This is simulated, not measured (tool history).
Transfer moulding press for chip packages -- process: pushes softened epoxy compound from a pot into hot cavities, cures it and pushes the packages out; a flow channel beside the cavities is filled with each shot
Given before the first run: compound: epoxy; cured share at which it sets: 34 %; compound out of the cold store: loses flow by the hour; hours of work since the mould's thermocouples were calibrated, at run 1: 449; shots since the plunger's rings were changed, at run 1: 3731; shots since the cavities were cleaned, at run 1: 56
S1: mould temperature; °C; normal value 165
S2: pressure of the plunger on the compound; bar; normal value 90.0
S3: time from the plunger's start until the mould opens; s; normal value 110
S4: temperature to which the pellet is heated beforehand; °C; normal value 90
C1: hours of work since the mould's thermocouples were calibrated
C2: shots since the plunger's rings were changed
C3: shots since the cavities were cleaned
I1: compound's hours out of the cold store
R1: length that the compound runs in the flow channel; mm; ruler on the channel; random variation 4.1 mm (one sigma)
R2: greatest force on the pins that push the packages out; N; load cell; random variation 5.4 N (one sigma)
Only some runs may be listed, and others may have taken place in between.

run	hour	S1	S2	S3	S4	C1	C2	C3	I1	R1	R2
1	0.0	165	90.0	110	90	449	3731	56	9.7	797	193
# hour 30.3: plunger's sealing rings changed
2	38.1	165	90.0	110	90	473	90	462	43.8	735	252
# hour 50.8: cavities cleaned with cleaning compound and waxed
3	84.4	165	101.4	110	90	504	600	383	38.5	798	341
# hour 104.2: cavities cleaned with cleaning compound and waxed
# hour 156.0: cavities cleaned with cleaning compound and waxed
4	157.4	165	90.0	110	90	553	1397	15	30.3	760	179
5	189.3	165	90.0	110	90	575	1761	379	24.5	779	249
# hour 207.5: cavities cleaned with cleaning compound and waxed
6	238.4	165	90.0	110	90	608	2303	352	36.6	730	239
# hour 259.7: cavities cleaned with cleaning compound and waxed
# hour 274.8: mould's thermocouples calibrated
7	299.3	165	90.0	110	90	17	2957	429	30.9	745	268
# hour 314.9: cavities cleaned with cleaning compound and waxed
# hour 366.8: cavities cleaned with cleaning compound and waxed
8	373.5	165	90.0	110	90	66	3768	76	10.3	793	198
# hour 397.7: cavities cleaned with cleaning compound and waxed, once more
# hour 400.2: plunger's sealing rings changed
9	433.6	165	90.0	110	90	105	380	380	13.4	840	251
# hour 451.5: cavities cleaned with cleaning compound and waxed
10	498.6	165	101.5	98	91	149	1103	536	25.6	840	298
# hour 504.8: cavities cleaned with cleaning compound and waxed
# hour 556.5: cavities cleaned with cleaning compound and waxed
11	572.6	160	73.2	123	90	198	1913	184	26.3	704	236
# hour 608.0: cavities cleaned with cleaning compound and waxed
12	608.0	160	78.4	123	91	221	2299	0	27.6	719	182
13	643.8	172	89.3	110	90	246	2707	408	17.3	766	242
# hour 660.2: cavities cleaned with cleaning compound and waxed
14	691.1	172	89.3	110	90	277	3229	353	44.8	671	243
# hour 715.8: cavities cleaned with cleaning compound and waxed
15	733.3	172	89.3	119	83	306	3692	199	47.9	656	225
# hour 763.8: plunger's sealing rings changed
# hour 770.4: cavities cleaned with cleaning compound and waxed
16	797.5	172	89.3	119	85	347	367	309	47.6	704	241
# hour 822.7: cavities cleaned with cleaning compound and waxed
17	831.7	165	107.4	145	99	370	739	102	16.1	902	189

Forecast each of these 4 alternatives for the next run:
# hour 876.3: cavities cleaned with cleaning compound and waxed
A	876.3	163	95.8	95	99	399	1231	0	33.5	?	?
# hour 876.3: cavities cleaned with cleaning compound and waxed
B	876.3	165	107.4	139	91	399	1231	0	34.6	?	?
# hour 876.3: cavities cleaned with cleaning compound and waxed
C	876.3	165	91.7	96	99	399	1231	0	9.2	?	?
# hour 876.3: cavities cleaned with cleaning compound and waxed
D	876.3	165	99.4	134	90	399	1231	0	28.8	?	?

run	R1	R2
A	781	211
B	822	166
C	847	181
D	810	178
Take away the tool's hidden state, keep each run's random variation, and the runs would have read:
run	R1	R2
A	803	214
B	845	164
C	871	183
D	833	176
